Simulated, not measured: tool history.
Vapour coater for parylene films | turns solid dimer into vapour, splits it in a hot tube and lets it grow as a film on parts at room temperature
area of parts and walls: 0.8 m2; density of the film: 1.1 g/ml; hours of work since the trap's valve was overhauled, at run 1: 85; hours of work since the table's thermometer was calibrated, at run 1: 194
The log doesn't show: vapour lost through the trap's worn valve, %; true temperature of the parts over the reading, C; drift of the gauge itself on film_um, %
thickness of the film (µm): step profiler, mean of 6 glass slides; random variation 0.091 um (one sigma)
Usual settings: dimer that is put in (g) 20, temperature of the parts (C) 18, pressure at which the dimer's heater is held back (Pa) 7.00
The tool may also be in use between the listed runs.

| run | day | dimer that is put in (g) | temperature of the parts (C) | pressure at which the dimer's heater is held back (Pa) | hours of work since the trap's valve was overhauled | hours of work since the table's thermometer was calibrated | thickness of the film (µm) |
|---|---|---|---|---|---|---|---|
| 1 | 0.000 | 20 | 18 | 7.00 | 85 | 194 | 11.06 |
| 2 | 1.071 | 20 | 18 | 4.91 | 106 | 215 | 11.54 |
| 3 | 1.929 | 20 | 28 | 7.00 | 123 | 231 | 8.29 |
| 4 | 2.450 | 20 | 28 | 7.00 | 133 | 241 | 8.32 |
| 5 | 3.221 | 20 | 28 | 7.00 | 148 | 256 | 8.25 |
| 6 | 3.988 | 20 | 18 | 7.00 | 163 | 271 | 11.00 |
| 7 | 4.512 | 20 | 18 | 7.00 | 173 | 281 | 11.09 |
| 8 | 5.104 | 20 | 18 | 3.24 | 185 | 293 | 12.20 |
| 9 | 5.883 | 19 | 18 | 7.00 | 200 | 308 | 10.45 |
| 10 | 6.583 | 19 | 18 | 7.00 | 213 | 322 | 10.33 |
|  | 7.483 | trap's valve overhauled |
| 11 | 7.496 | 20 | 18 | 7.00 | 0 | 336 | 10.98 |
| 12 | 8.442 | 20 | 18 | 7.00 | 19 | 355 | 10.96 |
| 13 | 9.296 | 20 | 18 | 7.00 | 35 | 371 | 10.98 |
| 14 | 9.996 | 20 | 18 | 7.00 | 49 | 385 | 11.03 |
| 15 | 10.746 | 20 | 18 | 7.00 | 63 | 399 | 11.01 |
| 16 | 11.342 | 20 | 18 | 7.00 | 75 | 411 | 10.87 |
| 17 | 12.158 | 20 | 18 | 7.00 | 91 | 427 | 11.13 |
| 18 | 13.138 | 20 | 18 | 7.00 | 110 | 446 | 11.15 |
| 19 | 13.579 | 20 | 18 | 7.00 | 118 | 454 | 10.99 |
| 20 | 14.317 | 20 | 18 | 7.00 | 133 | 469 | 11.03 |
| 21 | 15.008 | 20 | 18 | 7.00 | 146 | 482 | 10.95 |
| 22 | 15.746 | 20 | 18 | 7.00 | 161 | 496 | 11.04 |
| 23 | 16.412 | 20 | 18 | 7.00 | 173 | 509 | 10.90 |
| 24 | 17.342 | 20 | 18 | 7.00 | 192 | 527 | 11.09 |
| 25 | 18.146 | 20 | 18 | 7.00 | 207 | 543 | 11.10 |
| 26 | 18.942 | 8 | 18 | 7.00 | 223 | 559 | 4.38 |
|  | 19.396 | trap's valve overhauled |
| 27 | 20.117 | 24 | 18 | 7.00 | 14 | 578 | 13.39 |
| 28 | 20.688 | 24 | 18 | 7.00 | 25 | 589 | 13.11 |
| 29 | 21.521 | 24 | 18 | 7.00 | 41 | 605 | 13.37 |
| 30 | 22.500 | 24 | 18 | 7.00 | 60 | 624 | 13.44 |
| 31 | 23.004 | 35 | 12 | 5.24 | 70 | 634 | 23.85 |
| 32 | 23.704 | 35 | 12 | 5.24 | 84 | 648 | 23.93 |
| 33 | 24.304 | 35 | 12 | 5.24 | 95 | 660 | 24.12 |
| 34 | 25.121 | 35 | 12 | 5.24 | 111 | 675 | 23.97 |
| 35 | 26.179 | 35 | 12 | 5.24 | 132 | 696 | 23.70 |
| 36 | 27.004 | 20 | 25 | 2.84 | 148 | 712 | 10.00 |
| 37 | 27.904 | 20 | 24 | 8.58 | 165 | 729 | 9.02 |
| 38 | 28.825 | 20 | 16 | 11.77 | 183 | 747 | 11.08 |
| 39 | 29.796 | 10 | 17 | 2.38 | 202 | 766 | 6.56 |
| 40 | 30.533 | 10 | 17 | 2.38 | 216 | 781 | 6.42 |
|  | 31.275 | trap's valve overhauled |
| 41 | 31.471 | 18 | 14 | 8.75 | 4 | 796 | 10.91 |
| 42 | 32.317 | 23 | 12 | 4.44 | 20 | 812 | 16.34 |
| 43 | 32.779 | 12 | 17 | 7.95 | 29 | 821 | 6.81 |
| 44 | 33.712 | 12 | 17 | 7.95 | 47 | 839 | 6.71 |
| 45 | 34.212 | 12 | 17 | 7.95 | 57 | 849 | 6.73 |
| 46 | 35.246 | 12 | 17 | 7.95 | 77 | 869 | 6.70 |
| 47 | 35.892 | 22 | 17 | 7.00 | 90 | 882 | 12.39 |

4 ways to go on from here, each from the tool as it stands after run 47. What would each give?
| A | 36.883 | 11 | 29 | 6.90 | 109 | 901 | ? |
| B | 36.883 | 20 | 18 | 11.80 | 109 | 901 | ? |
| C | 36.883 | 19 | 19 | 7.00 | 109 | 901 | ? |
| D | 36.883 | 22 | 16 | 2.74 | 109 | 901 | ? |

| run | thickness of the film (µm) |
|---|---|
| A | 4.39 |
| B | 10.43 |
| C | 10.11 |
| D | 14.31 |
Without the tool's hidden state the same runs would have given:
| run | thickness of the film (µm) |
|---|---|
| A | 4.40 |
| B | 10.45 |
| C | 10.13 |
| D | 14.34 |
